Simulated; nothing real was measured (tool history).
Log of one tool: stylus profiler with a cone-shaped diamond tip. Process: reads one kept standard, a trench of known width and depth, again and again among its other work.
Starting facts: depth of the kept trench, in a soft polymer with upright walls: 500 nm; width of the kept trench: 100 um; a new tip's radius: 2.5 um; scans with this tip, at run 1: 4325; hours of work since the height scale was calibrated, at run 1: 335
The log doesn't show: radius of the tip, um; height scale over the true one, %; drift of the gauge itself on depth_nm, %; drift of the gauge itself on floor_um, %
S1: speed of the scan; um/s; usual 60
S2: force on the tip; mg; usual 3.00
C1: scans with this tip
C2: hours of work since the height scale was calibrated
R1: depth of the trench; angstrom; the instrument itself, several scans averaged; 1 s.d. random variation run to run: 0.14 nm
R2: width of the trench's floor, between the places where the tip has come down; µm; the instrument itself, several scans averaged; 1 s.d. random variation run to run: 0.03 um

{"run": 1, "hour": 0.0, "S1": 60, "S2": 3.0, "C1": 4325, "C2": 335, "R1": 5071.9, "R2": 96.45}
{"run": 2, "hour": 31.6, "S1": 60, "S2": 3.0, "C1": 4589, "C2": 356, "R1": 5072.8, "R2": 96.37}
{"run": 3, "hour": 65.5, "S1": 60, "S2": 3.0, "C1": 4871, "C2": 378, "R1": 5073.5, "R2": 96.35}
{"run": 4, "hour": 89.3, "S1": 60, "S2": 3.0, "C1": 5069, "C2": 393, "R1": 5071.5, "R2": 96.34}
{"run": 5, "hour": 121.4, "S1": 60, "S2": 5.26, "C1": 5337, "C2": 414, "R1": 5102.9, "R2": 96.35}
{"run": 6, "hour": 154.1, "S1": 60, "S2": 5.26, "C1": 5610, "C2": 435, "R1": 5103.8, "R2": 96.38}
{"run": 7, "hour": 194.3, "S1": 60, "S2": 5.26, "C1": 5945, "C2": 461, "R1": 5106.6, "R2": 96.36}
{"run": 8, "hour": 212.2, "S1": 60, "S2": 5.26, "C1": 6094, "C2": 473, "R1": 5104.0, "R2": 96.31}
{"run": 9, "hour": 250.6, "S1": 60, "S2": 5.26, "C1": 6414, "C2": 498, "R1": 5105.9, "R2": 96.28}
{"run": 10, "hour": 273.4, "S1": 60, "S2": 3.0, "C1": 6605, "C2": 512, "R1": 5077.5, "R2": 96.23}
{"run": 11, "hour": 303.2, "S1": 60, "S2": 3.0, "C1": 6852, "C2": 532, "R1": 5078.6, "R2": 96.17}
{"run": 12, "hour": 334.3, "S1": 60, "S2": 3.0, "C1": 7112, "C2": 552, "R1": 5077.9, "R2": 96.21}
{"run": 13, "hour": 359.0, "S1": 60, "S2": 3.0, "C1": 7318, "C2": 568, "R1": 5076.9, "R2": 96.24}
{"run": 14, "hour": 390.9, "S1": 44, "S2": 1.86, "C1": 7584, "C2": 588, "R1": 5061.4, "R2": 96.15}
{"run": 15, "hour": 425.3, "S1": 44, "S2": 1.86, "C1": 7870, "C2": 610, "R1": 5060.3, "R2": 96.21}
{"run": 16, "hour": 462.5, "S1": 44, "S2": 1.86, "C1": 8180, "C2": 635, "R1": 5062.1, "R2": 96.14}
{"run": 17, "hour": 486.7, "S1": 93, "S2": 4.96, "C1": 8383, "C2": 650, "R1": 5108.8, "R2": 96.03}
{"run": 18, "hour": 512.7, "S1": 160, "S2": 6.68, "C1": 8599, "C2": 667, "R1": 5125.5, "R2": 95.85}
{"run": 19, "hour": 530.2, "S1": 175, "S2": 4.15, "C1": 8746, "C2": 678, "R1": 5095.4, "R2": 95.66}
{"run": 20, "hour": 570.1, "S1": 47, "S2": 3.08, "C1": 9078, "C2": 704, "R1": 5082.9, "R2": 96.17}
{"run": 21, "hour": 606.2, "S1": 29, "S2": 3.3, "C1": 9379, "C2": 727, "R1": 5086.0, "R2": 96.15}
{"run": 22, "hour": 639.3, "S1": 23, "S2": 1.66, "C1": 9655, "C2": 749, "R1": 5059.4, "R2": 96.12}
{"run": 23, "hour": 670.5, "S1": 20, "S2": 3.0, "C1": 9915, "C2": 769, "R1": 5084.9, "R2": 96.15}
{"run": 24, "hour": 699.7, "S1": 20, "S2": 3.0, "C1": 10158, "C2": 788, "R1": 5081.8, "R2": 96.19}
{"run": 25, "hour": 732.8, "S1": 27, "S2": 6.73, "C1": 10434, "C2": 809, "R1": 5131.7, "R2": 96.12}
{"run": 26, "hour": 757.9, "S1": 177, "S2": 4.27, "C1": 10644, "C2": 826, "R1": 5104.1, "R2": 95.5}

Predict each of these 4 candidate next runs independently; none follows another, all start after run 26:
{"run": "A", "hour": 778.8, "S1": 152, "S2": 1.22, "C1": 10818, "C2": 839, "R1": "?", "R2": "?"}
{"run": "B", "hour": 778.8, "S1": 177, "S2": 5.41, "C1": 10818, "C2": 839, "R1": "?", "R2": "?"}
{"run": "C", "hour": 778.8, "S1": 38, "S2": 3.0, "C1": 10818, "C2": 839, "R1": "?", "R2": "?"}
{"run": "D", "hour": 778.8, "S1": 55, "S2": 1.83, "C1": 10818, "C2": 839, "R1": "?", "R2": "?"}

run=A R1=5050.0 R2=95.08
run=B R1=5118.5 R2=95.59
run=C R1=5086.7 R2=96.06
run=D R1=5067.3 R2=95.90
What these runs would have given with no unlogged condition in the tool:
run=A R1=5032.4 R2=95.86
run=B R1=5100.6 R2=96.37
run=C R1=5069.0 R2=96.84
run=D R1=5049.7 R2=96.68

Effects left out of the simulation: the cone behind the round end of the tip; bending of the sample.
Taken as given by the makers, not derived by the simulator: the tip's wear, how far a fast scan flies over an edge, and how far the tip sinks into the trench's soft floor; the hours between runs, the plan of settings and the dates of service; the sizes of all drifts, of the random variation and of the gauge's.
